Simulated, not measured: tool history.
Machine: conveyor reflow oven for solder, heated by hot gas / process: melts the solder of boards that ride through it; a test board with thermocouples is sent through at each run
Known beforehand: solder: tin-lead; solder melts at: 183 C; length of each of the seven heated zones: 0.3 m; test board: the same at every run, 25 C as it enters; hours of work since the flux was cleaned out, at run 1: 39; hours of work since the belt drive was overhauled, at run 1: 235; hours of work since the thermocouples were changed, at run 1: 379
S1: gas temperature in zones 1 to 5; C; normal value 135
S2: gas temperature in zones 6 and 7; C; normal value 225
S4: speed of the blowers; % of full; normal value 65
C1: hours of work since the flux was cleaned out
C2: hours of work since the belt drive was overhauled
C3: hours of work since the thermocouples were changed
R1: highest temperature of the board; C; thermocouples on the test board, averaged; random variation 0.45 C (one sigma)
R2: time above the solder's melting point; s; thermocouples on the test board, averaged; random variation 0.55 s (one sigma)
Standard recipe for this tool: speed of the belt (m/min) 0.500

{"run": 1, "hour": 0.0, "S1": 135, "S2": 225, "speed of the belt (m/min)": 0.5, "S4": 65, "C1": 39, "C2": 235, "C3": 379, "R1": 203.5, "R2": 39.3}
{"run": 2, "hour": 24.5, "S1": 135, "S2": 225, "speed of the belt (m/min)": 0.5, "S4": 65, "C1": 54, "C2": 251, "C3": 395, "R1": 203.3, "R2": 39.5}
{"run": 3, "hour": 55.9, "S1": 135, "S2": 225, "speed of the belt (m/min)": 0.5, "S4": 65, "C1": 74, "C2": 270, "C3": 414, "R1": 203.4, "R2": 40.1}
{"run": 4, "hour": 87.6, "S1": 135, "S2": 225, "speed of the belt (m/min)": 0.5, "S4": 65, "C1": 94, "C2": 290, "C3": 434, "R1": 203.4, "R2": 39.2}
{"run": 5, "hour": 125.7, "S1": 135, "S2": 225, "speed of the belt (m/min)": 0.5, "S4": 65, "C1": 118, "C2": 314, "C3": 458, "R1": 203.4, "R2": 39.7}
{"run": 6, "hour": 154.1, "S1": 135, "S2": 225, "speed of the belt (m/min)": 0.5, "S4": 65, "C1": 136, "C2": 332, "C3": 476, "R1": 204.0, "R2": 38.8}
{"run": 7, "hour": 173.1, "S1": 135, "S2": 225, "speed of the belt (m/min)": 0.5, "S4": 65, "C1": 147, "C2": 344, "C3": 488, "R1": 204.5, "R2": 38.8}
{"run": 8, "hour": 205.0, "S1": 135, "S2": 225, "speed of the belt (m/min)": 0.5, "S4": 65, "C1": 167, "C2": 364, "C3": 508, "R1": 204.1, "R2": 38.0}
{"run": 9, "hour": 241.8, "S1": 135, "S2": 225, "speed of the belt (m/min)": 0.5, "S4": 65, "C1": 191, "C2": 387, "C3": 531, "R1": 203.3, "R2": 38.7}
{"run": 10, "hour": 260.5, "S1": 135, "S2": 225, "speed of the belt (m/min)": 0.5, "S4": 65, "C1": 202, "C2": 399, "C3": 543, "R1": 204.0, "R2": 39.9}
{"run": 11, "hour": 302.1, "S1": 135, "S2": 225, "speed of the belt (m/min)": 0.5, "S4": 65, "C1": 228, "C2": 425, "C3": 569, "R1": 203.7, "R2": 40.2}
{"hour": 332.5, "done": "flux residue cleaned out of gas plates and filters"}
{"run": 12, "hour": 336.1, "S1": 135, "S2": 225, "speed of the belt (m/min)": 0.5, "S4": 65, "C1": 2, "C2": 443, "C3": 587, "R1": 203.8, "R2": 38.7}
{"run": 13, "hour": 364.7, "S1": 135, "S2": 225, "speed of the belt (m/min)": 0.5, "S4": 65, "C1": 20, "C2": 461, "C3": 605, "R1": 204.1, "R2": 39.3}
{"run": 14, "hour": 391.5, "S1": 135, "S2": 225, "speed of the belt (m/min)": 0.5, "S4": 65, "C1": 37, "C2": 478, "C3": 622, "R1": 204.1, "R2": 38.8}
{"run": 15, "hour": 414.1, "S1": 135, "S2": 229, "speed of the belt (m/min)": 0.5, "S4": 65, "C1": 51, "C2": 492, "C3": 636, "R1": 207.6, "R2": 43.1}
{"run": 16, "hour": 451.0, "S1": 135, "S2": 229, "speed of the belt (m/min)": 0.5, "S4": 65, "C1": 74, "C2": 515, "C3": 659, "R1": 207.1, "R2": 43.9}
{"run": 17, "hour": 492.1, "S1": 135, "S2": 229, "speed of the belt (m/min)": 0.5, "S4": 65, "C1": 100, "C2": 541, "C3": 685, "R1": 206.8, "R2": 43.4}
{"run": 18, "hour": 520.7, "S1": 135, "S2": 215, "speed of the belt (m/min)": 0.5, "S4": 57, "C1": 118, "C2": 558, "C3": 702, "R1": 193.6, "R2": 23.2}
{"run": 19, "hour": 539.2, "S1": 135, "S2": 215, "speed of the belt (m/min)": 0.5, "S4": 57, "C1": 130, "C2": 570, "C3": 714, "R1": 193.7, "R2": 23.9}
{"run": 20, "hour": 565.8, "S1": 129, "S2": 215, "speed of the belt (m/min)": 0.5, "S4": 75, "C1": 146, "C2": 587, "C3": 731, "R1": 197.2, "R2": 28.9}
{"run": 21, "hour": 604.7, "S1": 129, "S2": 215, "speed of the belt (m/min)": 0.5, "S4": 75, "C1": 171, "C2": 611, "C3": 755, "R1": 197.5, "R2": 29.1}
{"run": 22, "hour": 625.0, "S1": 125, "S2": 215, "speed of the belt (m/min)": 0.5, "S4": 72, "C1": 183, "C2": 624, "C3": 768, "R1": 195.4, "R2": 26.4}
{"run": 23, "hour": 658.0, "S1": 135, "S2": 230, "speed of the belt (m/min)": 0.588, "S4": 65, "C1": 204, "C2": 645, "C3": 789, "R1": 201.3, "R2": 30.1}
{"run": 24, "hour": 689.6, "S1": 135, "S2": 217, "speed of the belt (m/min)": 0.477, "S4": 65, "C1": 224, "C2": 664, "C3": 808, "R1": 199.3, "R2": 35.8}
{"run": 25, "hour": 715.8, "S1": 135, "S2": 225, "speed of the belt (m/min)": 0.587, "S4": 59, "C1": 240, "C2": 681, "C3": 825, "R1": 194.7, "R2": 21.7}
{"hour": 726.9, "done": "flux residue cleaned out of gas plates and filters"}
{"run": 26, "hour": 755.5, "S1": 127, "S2": 225, "speed of the belt (m/min)": 0.5, "S4": 56, "C1": 18, "C2": 702, "C3": 846, "R1": 198.8, "R2": 29.8}
{"run": 27, "hour": 777.8, "S1": 143, "S2": 225, "speed of the belt (m/min)": 0.538, "S4": 56, "C1": 32, "C2": 716, "C3": 860, "R1": 200.7, "R2": 33.7}
{"run": 28, "hour": 817.1, "S1": 143, "S2": 225, "speed of the belt (m/min)": 0.538, "S4": 56, "C1": 57, "C2": 741, "C3": 885, "R1": 200.2, "R2": 33.4}
{"run": 29, "hour": 834.7, "S1": 143, "S2": 225, "speed of the belt (m/min)": 0.538, "S4": 56, "C1": 68, "C2": 752, "C3": 896, "R1": 200.4, "R2": 34.4}
{"run": 30, "hour": 876.7, "S1": 135, "S2": 225, "speed of the belt (m/min)": 0.449, "S4": 81, "C1": 94, "C2": 778, "C3": 922, "R1": 210.9, "R2": 54.6}
{"run": 31, "hour": 897.3, "S1": 135, "S2": 225, "speed of the belt (m/min)": 0.449, "S4": 57, "C1": 107, "C2": 791, "C3": 935, "R1": 204.7, "R2": 46.3}

Entry by entry between the runs, the difference in hidden state between the last listed run before and the first listed run after:
Between runs 11 and 12: flux residue cleaned out of gas plates and filters (hour 332.5)
  heat that the gas passes to the board, % of a clean oven's: 99.8 -> 100
Between runs 25 and 26: flux residue cleaned out of gas plates and filters (hour 726.9)
  heat that the gas passes to the board, % of a clean oven's: 99.8 -> 100
